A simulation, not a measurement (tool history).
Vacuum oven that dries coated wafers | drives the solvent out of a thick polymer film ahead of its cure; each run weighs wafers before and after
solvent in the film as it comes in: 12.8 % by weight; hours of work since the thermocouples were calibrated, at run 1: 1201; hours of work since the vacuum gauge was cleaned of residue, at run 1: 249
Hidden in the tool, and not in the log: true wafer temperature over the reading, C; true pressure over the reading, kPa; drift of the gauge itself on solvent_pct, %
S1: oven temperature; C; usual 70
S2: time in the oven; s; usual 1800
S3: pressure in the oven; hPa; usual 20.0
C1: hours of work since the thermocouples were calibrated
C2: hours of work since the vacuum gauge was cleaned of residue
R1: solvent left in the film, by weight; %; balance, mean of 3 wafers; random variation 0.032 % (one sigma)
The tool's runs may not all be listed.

{"run": 1, "day": 0.0, "S1": 70, "S2": 1800, "S3": 20.0, "C1": 1201, "C2": 249, "R1": 1.96}
{"day": 3.796, "done": "oven's thermocouples calibrated"}
{"run": 2, "day": 4.962, "S1": 70, "S2": 1800, "S3": 20.0, "C1": 15, "C2": 313, "R1": 2.07}
{"run": 3, "day": 8.529, "S1": 70, "S2": 1800, "S3": 20.0, "C1": 63, "C2": 361, "R1": 2.06}
{"run": 4, "day": 11.479, "S1": 70, "S2": 1800, "S3": 20.0, "C1": 102, "C2": 400, "R1": 2.22}
{"run": 5, "day": 14.242, "S1": 59, "S2": 1800, "S3": 20.0, "C1": 138, "C2": 436, "R1": 5.3}
{"run": 6, "day": 18.008, "S1": 59, "S2": 1800, "S3": 20.0, "C1": 188, "C2": 486, "R1": 5.47}
{"run": 7, "day": 20.733, "S1": 59, "S2": 1800, "S3": 20.0, "C1": 224, "C2": 522, "R1": 5.49}
{"run": 8, "day": 24.596, "S1": 70, "S2": 1800, "S3": 20.0, "C1": 276, "C2": 574, "R1": 2.23}
{"day": 28.108, "done": "oven's thermocouples calibrated, once more"}
{"run": 9, "day": 29.325, "S1": 74, "S2": 2880, "S3": 20.0, "C1": 16, "C2": 635, "R1": 0.62}
{"run": 10, "day": 32.825, "S1": 65, "S2": 2580, "S3": 28.5, "C1": 63, "C2": 682, "R1": 2.15}
{"run": 11, "day": 35.375, "S1": 75, "S2": 2340, "S3": 43.9, "C1": 96, "C2": 715, "R1": 1.31}
{"run": 12, "day": 40.008, "S1": 75, "S2": 2340, "S3": 43.9, "C1": 158, "C2": 777, "R1": 1.3}
{"run": 13, "day": 42.371, "S1": 75, "S2": 2340, "S3": 43.9, "C1": 189, "C2": 808, "R1": 1.32}
{"run": 14, "day": 46.533, "S1": 75, "S2": 2340, "S3": 43.9, "C1": 244, "C2": 863, "R1": 1.31}
{"run": 15, "day": 49.508, "S1": 79, "S2": 1260, "S3": 18.2, "C1": 284, "C2": 903, "R1": 0.87}
{"run": 16, "day": 52.858, "S1": 79, "S2": 1260, "S3": 18.2, "C1": 328, "C2": 947, "R1": 0.89}

5 ways to go on from here, each from the tool as it stands after run 16. What would each give?
{"run": "A", "day": 55.825, "S1": 79, "S2": 1620, "S3": 18.2, "C1": 367, "C2": 987, "R1": "?"}
{"run": "B", "day": 55.825, "S1": 70, "S2": 1140, "S3": 20.0, "C1": 367, "C2": 987, "R1": "?"}
{"run": "C", "day": 55.825, "S1": 68, "S2": 1800, "S3": 18.7, "C1": 367, "C2": 987, "R1": "?"}
{"run": "D", "day": 55.825, "S1": 79, "S2": 2040, "S3": 43.9, "C1": 367, "C2": 987, "R1": "?"}
{"run": "E", "day": 55.825, "S1": 70, "S2": 1800, "S3": 35.4, "C1": 367, "C2": 987, "R1": "?"}

run=A R1=0.68
run=B R1=3.06
run=C R1=2.04
run=D R1=1.10
run=E R1=2.19
Without the tool's hidden state the same runs would have given:
run=A R1=0.60
run=B R1=2.89
run=C R1=1.88
run=D R1=1.03
run=E R1=2.04
